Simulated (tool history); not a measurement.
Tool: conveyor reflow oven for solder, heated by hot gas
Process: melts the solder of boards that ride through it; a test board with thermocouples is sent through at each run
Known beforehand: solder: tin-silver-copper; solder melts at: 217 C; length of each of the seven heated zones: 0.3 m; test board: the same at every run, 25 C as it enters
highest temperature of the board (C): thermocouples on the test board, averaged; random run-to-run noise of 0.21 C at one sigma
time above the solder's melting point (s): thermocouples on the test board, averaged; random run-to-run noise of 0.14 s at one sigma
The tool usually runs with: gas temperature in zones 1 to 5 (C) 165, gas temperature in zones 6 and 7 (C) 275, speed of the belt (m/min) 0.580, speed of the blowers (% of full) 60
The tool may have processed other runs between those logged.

run    hour  gas temperature in zones 1 to 5 (C)  gas temperature in zones 6 and 7 (C)  speed of the belt (m/min)  speed of the blowers (% of full)  highest temperature of the board (C)  time above the solder's melting point (s)
  1     0.0                                  165                                   275                      0.580                                60                                 255.0                                       45.7
  2    81.7                                  165                                   275                      0.580                                60                                 256.8                                       46.8
  3   148.3                                  165                                   275                      0.580                                60                                 256.9                                       46.8
  4   209.2                                  165                                   275                      0.580                                60                                 256.7                                       47.0
  5   258.3                                  165                                   275                      0.580                                60                                 256.6                                       46.7
  6   338.5                                  165                                   275                      0.580                                60                                 256.2                                       46.5
  7   395.2                                  165                                   275                      0.656                                60                                 251.5                                       38.2
  8   486.6                                  165                                   275                      0.656                                60                                 253.0                                       39.1
  9   538.6                                  165                                   275                      0.580                                55                                 256.6                                       46.9
 10   588.2                                  165                                   275                      0.580                                55                                 256.3                                       46.6
 11   624.5                                  165                                   275                      0.580                                55                                 255.8                                       46.6
 12   687.5                                  165                                   275                      0.660                                60                                 252.4                                       38.2
 13   765.8                                  165                                   281                      0.580                                60                                 262.4                                       50.1
 14   825.1                                  165                                   275                      0.580                                60                                 257.1                                       47.6
 15   878.6                                  165                                   275                      0.580                                60                                 255.3                                       46.4
 16   923.1                                  165                                   275                      0.580                                60                                 256.6                                       46.0
 17  1004.6                                  166                                   282                      0.612                                80                                 264.6                                       48.0
 18  1084.7                                  165                                   278                      0.646                                83                                 259.7                                       42.8
 19  1119.8                                  167                                   286                      0.627                                60                                 262.7                                       45.7
 20  1192.9                                  167                                   286                      0.627                                60                                 262.4                                       45.6
 21  1271.9                                  167                                   286                      0.627                                60                                 262.1                                       45.7
 22  1309.2                                  167                                   275                      0.627                                65                                 253.8                                       41.9
 23  1349.8                                  170                                   278                      0.543                                53                                 261.2                                       54.0
 24  1418.5                                  151                                   275                      0.655                                68                                 251.8                                       35.5
 25  1459.1                                  162                                   275                      0.580                                69                                 258.8                                       47.1
 26  1520.3                                  165                                   275                      0.599                                89                                 261.5                                       48.0
 27  1591.8                                  160                                   275                      0.471                                71                                 265.7                                       62.5
 28  1667.9                                  160                                   275                      0.471                                71                                 265.1                                       62.4
 29  1734.0                                  177                                   288                      0.521                                51                                 272.0                                       62.9
 30  1820.9                                  177                                   288                      0.521                                51                                 273.3                                       63.6
 31  1863.7                                  177                                   288                      0.492                                76                                 279.5                                       70.0

Not shown here: 8 entries made in the log between runs. Locate each between two listed runs and compare the hidden state at the listed run before it with the hidden state at the listed run after it:
Runs 1 to 2: flux residue cleaned out of gas plates and filters (hour 12.2)
  heat that the gas passes to the board, % of a clean oven's: 92.5 -> 98.8; belt's true speed, % of the reading: 98.96 -> 98.89; true gas temperature in zones 6 and 7 over the reading, C: 0.06 -> 0.22
  the result without the hidden state subtracted from the measured one, highest temperature of the board (C): -1.5 -> +0.3; time above the solder's melting point (s): -0.6 -> +0.7
Runs 6 to 7: belt drive overhauled, speed set with a stopwatch (hour 395.1)
  heat that the gas passes to the board, % of a clean oven's: 94.6 -> 93.7; belt's true speed, % of the reading: 98.64 -> 98.19; true gas temperature in zones 6 and 7 over the reading, C: 0.73 -> 0.84
  the result without the hidden state subtracted from the measured one, highest temperature of the board (C): -0.2 -> -0.3; time above the solder's melting point (s): +0.3 -> +0.3
Runs 7 to 8: flux residue cleaned out of gas plates and filters (hour 452.7)
  heat that the gas passes to the board, % of a clean oven's: 93.7 -> 98.7; belt's true speed, % of the reading: 98.19 -> 98.11; true gas temperature in zones 6 and 7 over the reading, C: 0.84 -> 1
  the result without the hidden state subtracted from the measured one, highest temperature of the board (C): -0.3 -> +1.3; time above the solder's melting point (s): +0.3 -> +1.6
Runs 14 to 15: thermocouples of zones 6 and 7 changed (hour 858.0)
  heat that the gas passes to the board, % of a clean oven's: 93.3 -> 92.4; belt's true speed, % of the reading: 97.8 -> 97.75; true gas temperature in zones 6 and 7 over the reading, C: 1.7 -> 0.05
  the result without the hidden state subtracted from the measured one, highest temperature of the board (C): +0.7 -> -1.1; time above the solder's melting point (s): +1.2 -> +0.3
Runs 15 to 16: flux residue cleaned out of gas plates and filters (hour 894.5); belt drive overhauled, speed set with a stopwatch, once more (hour 905.2)
  heat that the gas passes to the board, % of a clean oven's: 92.4 -> 99.2; belt's true speed, % of the reading: 97.75 -> 99.96; true gas temperature in zones 6 and 7 over the reading, C: 0.05 -> 0.12
  the result without the hidden state subtracted from the measured one, highest temperature of the board (C): -1.1 -> -0.1; time above the solder's melting point (s): +0.3 -> -0.1
Runs 22 to 23: flux residue cleaned out of gas plates and filters (hour 1340.5)
  heat that the gas passes to the board, % of a clean oven's: 92.9 -> 99.9; belt's true speed, % of the reading: 99.61 -> 99.58; true gas temperature in zones 6 and 7 over the reading, C: 0.92 -> 0.99
  the result without the hidden state subtracted from the measured one, highest temperature of the board (C): -1.1 -> +1.0; time above the solder's melting point (s): -0.7 -> +0.8
Runs 29 to 30: flux residue cleaned out of gas plates and filters (hour 1777.6)
  heat that the gas passes to the board, % of a clean oven's: 93.3 -> 99; belt's true speed, % of the reading: 99.22 -> 99.14; true gas temperature in zones 6 and 7 over the reading, C: 1.75 -> 1.92
  the result without the hidden state subtracted from the measured one, highest temperature of the board (C): +0.5 -> +1.8; time above the solder's melting point (s): +0.6 -> +1.3

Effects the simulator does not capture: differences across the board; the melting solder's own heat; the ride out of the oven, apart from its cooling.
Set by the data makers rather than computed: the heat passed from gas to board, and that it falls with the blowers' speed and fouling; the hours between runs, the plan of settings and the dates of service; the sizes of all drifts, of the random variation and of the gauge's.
